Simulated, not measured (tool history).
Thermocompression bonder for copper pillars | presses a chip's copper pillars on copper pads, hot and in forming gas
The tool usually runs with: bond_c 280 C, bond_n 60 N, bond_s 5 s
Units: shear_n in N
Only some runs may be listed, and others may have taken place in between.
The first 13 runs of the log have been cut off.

run    hour  bond_c  bond_n  bond_s  shear_n
 14   546.2     280      83       5     88.2
 15     582     280      83       5     88.7
      605.7  -- forming gas filter changed
 16   613.3     306      83       5    112.4
 17   665.4     280      60       5     73.7
 18     690     280      60       5       75
 19   717.2     280      60       5     72.9
 20   753.9     284      40       5     59.2
 21   793.1     271      60       5     63.1
      806.6  -- forming gas filter changed
 22     854     271      60       5     64.9
 23   904.3     271      60       5     61.7
 24   929.4     271      56       7     68.4
 25   975.2     285      62      10       93
       1007  -- forming gas filter changed
 26  1014.1     285      62      10     95.5
 27  1059.6     285      62      10     95.6
 28    1101     285      62      10     95.3
 29  1161.5     253      60      11     61.7
       1207  -- forming gas filter changed
 30  1210.4     253      60      11       62
 31    1256     253      58       5     44.8
 32  1282.2     277      57       5       67
 33  1311.9     303      46       9     93.7
 34    1360     303      46       9     91.1
 35  1398.7     280      55       5     65.3
     1407.3  -- forming gas filter changed
 36  1437.4     280      55       5     65.9

Run 37, settings as shown, results not yet in. Your forecast:
 37  1478.3     280      56       5        ?

shear_n: 67.3 N
On a tool with no hidden condition, and with the same random variation, this run would have come out at shear_n 80.1 N.
